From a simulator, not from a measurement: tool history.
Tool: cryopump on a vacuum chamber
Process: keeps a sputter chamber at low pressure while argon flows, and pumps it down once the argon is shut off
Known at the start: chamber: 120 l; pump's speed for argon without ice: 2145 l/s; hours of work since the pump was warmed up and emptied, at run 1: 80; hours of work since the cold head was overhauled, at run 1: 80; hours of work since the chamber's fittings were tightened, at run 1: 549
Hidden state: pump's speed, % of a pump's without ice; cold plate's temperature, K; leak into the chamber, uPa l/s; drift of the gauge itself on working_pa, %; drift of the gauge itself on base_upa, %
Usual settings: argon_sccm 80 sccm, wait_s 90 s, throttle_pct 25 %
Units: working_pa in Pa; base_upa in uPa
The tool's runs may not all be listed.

run	hour	argon_sccm	wait_s	throttle_pct	hours of work since the pump was warmed up and emptied	hours of work since the cold head was overhauled	hours of work since the chamber's fittings were tightened	working_pa	base_upa
1	0.0	80	90	25	80	80	549	0.2562	0.59
2	15.2	80	90	25	88	88	556	0.2587	0.58
3	44.2	80	90	25	103	103	571	0.2591	0.58
4	59.9	80	90	25	111	111	579	0.2598	0.64
5	73.5	80	90	25	117	117	586	0.2593	0.61
6	104.2	80	90	25	133	133	601	0.2623	0.62
7	119.3	143	36	29	141	141	609	0.4022	1.07
8	146.0	37	90	50	154	154	622	0.0623	0.60
9	160.0	37	90	50	161	161	629	0.0622	0.62
10	181.6	100	90	25	172	172	640	0.3280	0.61
11	201.1	80	181	40	182	182	650	0.1679	0.48

3 ways to go on from here, each from the tool as it stands after run 11. What would each give?
A	219.2	83	72	36	191	191	659	?	?
B	219.2	80	286	33	191	191	659	?	?
C	219.2	96	28	59	191	191	659	?	?

run	working_pa	base_upa
A	0.1953	0.75
B	0.1995	0.42
C	0.1416	1.27
Without the tool's hidden state the same runs would have given:
run	working_pa	base_upa
A	0.1838	0.55
B	0.1885	0.23
C	0.1284	1.08
